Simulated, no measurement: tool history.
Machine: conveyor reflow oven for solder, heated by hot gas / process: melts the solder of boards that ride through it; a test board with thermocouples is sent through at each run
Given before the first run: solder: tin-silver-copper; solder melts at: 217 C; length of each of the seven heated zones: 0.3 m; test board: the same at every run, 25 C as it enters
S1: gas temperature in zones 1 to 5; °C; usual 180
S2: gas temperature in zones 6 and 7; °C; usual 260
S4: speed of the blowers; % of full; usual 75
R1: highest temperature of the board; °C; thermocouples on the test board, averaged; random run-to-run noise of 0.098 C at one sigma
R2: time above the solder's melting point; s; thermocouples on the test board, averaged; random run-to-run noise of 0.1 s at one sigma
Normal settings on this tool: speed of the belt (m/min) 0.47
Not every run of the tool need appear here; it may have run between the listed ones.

{"run": 1, "hour": 0.0, "S1": 180, "S2": 260, "speed of the belt (m/min)": 0.47, "S4": 75, "R1": 247.3, "R2": 57.8}
{"run": 2, "hour": 36.2, "S1": 180, "S2": 260, "speed of the belt (m/min)": 0.47, "S4": 75, "R1": 247.48, "R2": 57.8}
{"run": 3, "hour": 80.9, "S1": 180, "S2": 260, "speed of the belt (m/min)": 0.47, "S4": 75, "R1": 247.68, "R2": 58.2}
{"run": 4, "hour": 121.8, "S1": 180, "S2": 260, "speed of the belt (m/min)": 0.47, "S4": 75, "R1": 247.56, "R2": 58.1}
{"run": 5, "hour": 148.5, "S1": 180, "S2": 260, "speed of the belt (m/min)": 0.47, "S4": 75, "R1": 247.56, "R2": 58.1}
{"run": 6, "hour": 183.0, "S1": 180, "S2": 260, "speed of the belt (m/min)": 0.47, "S4": 75, "R1": 247.52, "R2": 58.1}
{"run": 7, "hour": 231.3, "S1": 180, "S2": 260, "speed of the belt (m/min)": 0.47, "S4": 75, "R1": 248.72, "R2": 59}
{"run": 8, "hour": 276.6, "S1": 180, "S2": 260, "speed of the belt (m/min)": 0.47, "S4": 75, "R1": 248.37, "R2": 59}
{"run": 9, "hour": 322.7, "S1": 180, "S2": 260, "speed of the belt (m/min)": 0.47, "S4": 75, "R1": 248.62, "R2": 59.9}
{"run": 10, "hour": 342.0, "S1": 188, "S2": 260, "speed of the belt (m/min)": 0.47, "S4": 75, "R1": 249.85, "R2": 64.3}
{"run": 11, "hour": 388.1, "S1": 180, "S2": 260, "speed of the belt (m/min)": 0.47, "S4": 75, "R1": 248.57, "R2": 59.5}
{"run": 12, "hour": 427.5, "S1": 180, "S2": 260, "speed of the belt (m/min)": 0.47, "S4": 75, "R1": 248.53, "R2": 59.7}
{"run": 13, "hour": 466.6, "S1": 180, "S2": 260, "speed of the belt (m/min)": 0.47, "S4": 75, "R1": 248.28, "R2": 59.8}
{"run": 14, "hour": 492.1, "S1": 180, "S2": 260, "speed of the belt (m/min)": 0.47, "S4": 75, "R1": 248.21, "R2": 59.7}
{"run": 15, "hour": 542.7, "S1": 180, "S2": 260, "speed of the belt (m/min)": 0.47, "S4": 75, "R1": 248.89, "R2": 60.5}
{"run": 16, "hour": 571.7, "S1": 168, "S2": 257, "speed of the belt (m/min)": 0.468, "S4": 63, "R1": 242.07, "R2": 47.5}
{"run": 17, "hour": 595.6, "S1": 183, "S2": 268, "speed of the belt (m/min)": 0.399, "S4": 63, "R1": 258.33, "R2": 77.8}
{"run": 18, "hour": 626.9, "S1": 169, "S2": 269, "speed of the belt (m/min)": 0.456, "S4": 64, "R1": 253.78, "R2": 59.1}
{"run": 19, "hour": 651.7, "S1": 169, "S2": 257, "speed of the belt (m/min)": 0.536, "S4": 64, "R1": 237.96, "R2": 36.6}
{"run": 20, "hour": 673.6, "S1": 180, "S2": 268, "speed of the belt (m/min)": 0.52, "S4": 60, "R1": 250.12, "R2": 51.9}
{"run": 21, "hour": 720.2, "S1": 180, "S2": 268, "speed of the belt (m/min)": 0.52, "S4": 60, "R1": 249.95, "R2": 51.9}
{"run": 22, "hour": 744.7, "S1": 175, "S2": 255, "speed of the belt (m/min)": 0.52, "S4": 60, "R1": 237.89, "R2": 39.6}
{"run": 23, "hour": 791.4, "S1": 175, "S2": 255, "speed of the belt (m/min)": 0.52, "S4": 60, "R1": 237.86, "R2": 39.4}
{"run": 24, "hour": 810.4, "S1": 175, "S2": 255, "speed of the belt (m/min)": 0.52, "S4": 60, "R1": 237.87, "R2": 39.6}
{"run": 25, "hour": 832.4, "S1": 175, "S2": 255, "speed of the belt (m/min)": 0.52, "S4": 60, "R1": 237.66, "R2": 39.3}
{"run": 26, "hour": 870.7, "S1": 175, "S2": 255, "speed of the belt (m/min)": 0.52, "S4": 60, "R1": 237.71, "R2": 39.4}
{"run": 27, "hour": 895.8, "S1": 175, "S2": 255, "speed of the belt (m/min)": 0.52, "S4": 60, "R1": 237.49, "R2": 39.3}
{"run": 28, "hour": 941.5, "S1": 175, "S2": 255, "speed of the belt (m/min)": 0.52, "S4": 60, "R1": 237.39, "R2": 39.2}
{"run": 29, "hour": 987.7, "S1": 170, "S2": 260, "speed of the belt (m/min)": 0.529, "S4": 75, "R1": 242.99, "R2": 43}
{"run": 30, "hour": 1028.5, "S1": 170, "S2": 264, "speed of the belt (m/min)": 0.47, "S4": 75, "R1": 249.93, "R2": 55.8}

The log once held 6 entries between its listed runs, left out of this copy. Where does each go, and what is different about the tool's unlogged condition between the listed run before it and the listed run after it?
From run 2 to run 3: flux residue cleaned out of gas plates and filters (hour 78.4)
  heat that the gas passes to the board, % of a clean oven's: 96.3 -> 98.9; belt's true speed, % of the reading: 98.96 -> 98.87; true gas temperature in zones 6 and 7 over the reading, C: -1.23 -> -1.28
  measured less the result without the state, R1: -1.48 -> -1.06 °C; R2: -0.7 -> -0.1 s
From run 6 to run 7: thermocouples of zones 6 and 7 changed (hour 219.1)
  heat that the gas passes to the board, % of a clean oven's: 97.9 -> 97.5; belt's true speed, % of the reading: 98.66 -> 98.56; true gas temperature in zones 6 and 7 over the reading, C: -1.39 -> -0.18
  measured less the result without the state, R1: -1.26 -> -0.22 °C; R2: -0.2 -> +0.7 s
From run 8 to run 9: belt drive overhauled, speed set with a stopwatch (hour 282.9)
  heat that the gas passes to the board, % of a clean oven's: 97.1 -> 96.7; belt's true speed, % of the reading: 98.47 -> 97.4; true gas temperature in zones 6 and 7 over the reading, C: -0.23 -> -0.27
  measured less the result without the state, R1: -0.31 -> -0.16 °C; R2: +0.6 -> +1.5 s
From run 14 to run 15: flux residue cleaned out of gas plates and filters (hour 516.6)
  heat that the gas passes to the board, % of a clean oven's: 95.1 -> 98.5; belt's true speed, % of the reading: 97.04 -> 96.94; true gas temperature in zones 6 and 7 over the reading, C: -0.46 -> -0.51
  measured less the result without the state, R1: -0.5 -> +0.03 °C; R2: +1.4 -> +2.1 s
From run 15 to run 16: belt drive overhauled, speed set with a stopwatch, once more (hour 561.5)
  heat that the gas passes to the board, % of a clean oven's: 98.5 -> 98.2; belt's true speed, % of the reading: 96.94 -> 100.08; true gas temperature in zones 6 and 7 over the reading, C: -0.51 -> -0.54
  measured less the result without the state, R1: +0.03 -> -0.82 °C; R2: +2.1 -> -0.9 s
From run 28 to run 29: flux residue cleaned out of gas plates and filters (hour 951.7)
  heat that the gas passes to the board, % of a clean oven's: 94.7 -> 98.6; belt's true speed, % of the reading: 99.28 -> 99.2; true gas temperature in zones 6 and 7 over the reading, C: -0.94 -> -0.99
  measured less the result without the state, R1: -1.59 -> -0.93 °C; R2: -1.7 -> -0.5 s
